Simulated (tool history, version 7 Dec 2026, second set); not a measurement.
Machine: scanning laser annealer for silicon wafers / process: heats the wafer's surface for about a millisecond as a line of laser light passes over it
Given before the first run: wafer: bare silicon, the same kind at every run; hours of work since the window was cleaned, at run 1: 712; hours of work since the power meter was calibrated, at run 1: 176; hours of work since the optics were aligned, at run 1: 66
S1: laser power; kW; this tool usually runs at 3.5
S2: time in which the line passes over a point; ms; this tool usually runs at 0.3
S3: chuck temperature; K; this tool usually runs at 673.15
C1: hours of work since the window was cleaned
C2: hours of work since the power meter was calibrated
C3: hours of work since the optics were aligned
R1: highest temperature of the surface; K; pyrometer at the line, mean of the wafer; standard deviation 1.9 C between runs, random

run 1 hour=0 | S1=3.5 S2=0.3 S3=673.15 | C1=712 C2=176 C3=66 | R1=1460.15
run 2 hour=7.3 | S1=3.5 S2=0.3 S3=673.15 | C1=717 C2=181 C3=71 | R1=1458.15
-- hour=17.7 window over the wafer cleaned
run 3 hour=18 | S1=3.5 S2=0.3 S3=673.15 | C1=0 C2=186 C3=76 | R1=1511.15
run 4 hour=23.9 | S1=3.5 S2=0.3 S3=673.15 | C1=4 C2=190 C3=80 | R1=1512.15
run 5 hour=31.8 | S1=3.5 S2=0.3 S3=679.15 | C1=9 C2=195 C3=84 | R1=1513.15
run 6 hour=39.8 | S1=3.5 S2=0.3 S3=679.15 | C1=14 C2=200 C3=89 | R1=1513.15
run 7 hour=46.4 | S1=3.5 S2=0.3 S3=679.15 | C1=18 C2=204 C3=93 | R1=1512.15
run 8 hour=52.3 | S1=3.5 S2=0.3 S3=673.15 | C1=21 C2=207 C3=97 | R1=1508.15
run 9 hour=59 | S1=3.222 S2=0.232 S3=673.15 | C1=25 C2=211 C3=101 | R1=1344.15
run 10 hour=63.9 | S1=3.718 S2=0.3 S3=651.15 | C1=28 C2=214 C3=104 | R1=1539.15
run 11 hour=70.2 | S1=3.718 S2=0.3 S3=651.15 | C1=32 C2=218 C3=108 | R1=1539.15
run 12 hour=80.5 | S1=3.718 S2=0.3 S3=651.15 | C1=38 C2=224 C3=114 | R1=1538.15
run 13 hour=85.7 | S1=3.338 S2=0.351 S3=651.15 | C1=42 C2=228 C3=117 | R1=1514.15
run 14 hour=96 | S1=3.317 S2=0.351 S3=657.15 | C1=48 C2=234 C3=124 | R1=1513.15
run 15 hour=101.8 | S1=3.572 S2=0.243 S3=705.15 | C1=51 C2=238 C3=127 | R1=1466.15
run 16 hour=107.9 | S1=3.5 S2=0.326 S3=673.15 | C1=55 C2=241 C3=131 | R1=1545.15

Branching from run 16: 5 alternative next runs. What would each branch give?
run A hour=114.7 | S1=3.5 S2=0.3 S3=649.15 | C1=59 C2=245 C3=135 | R1=?
run B hour=114.7 | S1=3.5 S2=0.377 S3=695.15 | C1=59 C2=245 C3=135 | R1=?
run C hour=114.7 | S1=3.654 S2=0.3 S3=673.15 | C1=59 C2=245 C3=135 | R1=?
run D hour=114.7 | S1=3.213 S2=0.326 S3=673.15 | C1=59 C2=245 C3=135 | R1=?
run E hour=114.7 | S1=3.5 S2=0.363 S3=673.15 | C1=59 C2=245 C3=135 | R1=?

run=A R1=1480.15
run=B R1=1632.15
run=C R1=1541.15
run=D R1=1468.15
run=E R1=1592.15
With the hidden condition removed and each run's random variation left untouched, the same runs would have given:
run=A R1=1484.15
run=B R1=1637.15
run=C R1=1546.15
run=D R1=1473.15
run=E R1=1597.15
